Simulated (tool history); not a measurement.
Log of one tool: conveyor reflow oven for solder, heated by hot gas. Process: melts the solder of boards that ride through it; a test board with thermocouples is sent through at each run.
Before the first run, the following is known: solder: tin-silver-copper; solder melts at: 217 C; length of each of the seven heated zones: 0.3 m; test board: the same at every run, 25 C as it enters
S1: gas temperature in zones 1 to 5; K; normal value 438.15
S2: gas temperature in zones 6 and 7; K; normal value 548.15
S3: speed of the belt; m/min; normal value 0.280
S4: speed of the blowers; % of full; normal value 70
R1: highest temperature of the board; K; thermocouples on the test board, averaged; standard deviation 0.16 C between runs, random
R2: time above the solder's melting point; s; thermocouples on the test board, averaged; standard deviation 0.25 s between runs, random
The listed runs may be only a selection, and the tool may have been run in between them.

run	day	S1	S2	S3	S4	R1	R2
1	0.000	438.15	548.15	0.280	70	536.25	103.3
2	0.933	438.15	548.15	0.280	70	536.15	102.8
3	1.896	438.15	548.15	0.280	70	536.15	103.7
4	3.975	438.15	548.15	0.280	70	536.25	103.1
5	5.492	440.15	548.15	0.280	70	536.45	104.2
6	6.446	440.15	548.15	0.280	70	536.25	104.5
7	8.250	440.15	548.15	0.280	70	536.25	105.0
8	9.600	440.15	548.15	0.280	70	536.05	104.5
9	11.112	438.15	540.15	0.280	70	528.35	96.4
# day 12.162: thermocouples of zones 6 and 7 changed
10	12.167	438.15	540.15	0.280	70	525.35	92.3
11	14.046	438.15	540.15	0.280	70	525.35	92.4
12	15.717	427.15	548.15	0.280	70	530.35	92.2
13	17.258	427.15	548.15	0.280	70	530.45	92.6
14	18.288	427.15	548.15	0.280	70	530.35	92.8
# day 18.738: flux residue cleaned out of gas plates and filters
15	20.275	438.15	548.15	0.280	70	534.35	102.5
16	22.000	432.15	548.15	0.280	70	533.45	98.6
17	22.892	436.15	548.15	0.241	70	537.95	123.9
18	24.567	436.15	548.15	0.241	70	538.15	123.6
19	25.988	436.15	548.15	0.241	70	537.95	123.7
20	27.900	436.15	548.15	0.241	70	537.95	123.7
21	29.271	438.15	543.15	0.280	70	529.55	97.7
22	30.367	438.15	543.15	0.280	70	529.55	97.9
23	31.396	438.15	548.15	0.280	52	529.75	96.1
24	32.279	430.15	555.15	0.325	54	527.95	76.7
25	34.279	430.15	555.15	0.325	63	530.85	80.1
26	35.646	430.15	544.15	0.273	80	531.55	99.6

What will run 27 give?
# day 37.704: flux residue cleaned out of gas plates and filters
27	37.767	430.15	544.15	0.273	80	?	?

Run 27 came out at R1 533.05 K, R2 102.3 s.
The same run, on a tool lacking any hidden state, would have yielded R1 531.55 K, R2 99.5 s.

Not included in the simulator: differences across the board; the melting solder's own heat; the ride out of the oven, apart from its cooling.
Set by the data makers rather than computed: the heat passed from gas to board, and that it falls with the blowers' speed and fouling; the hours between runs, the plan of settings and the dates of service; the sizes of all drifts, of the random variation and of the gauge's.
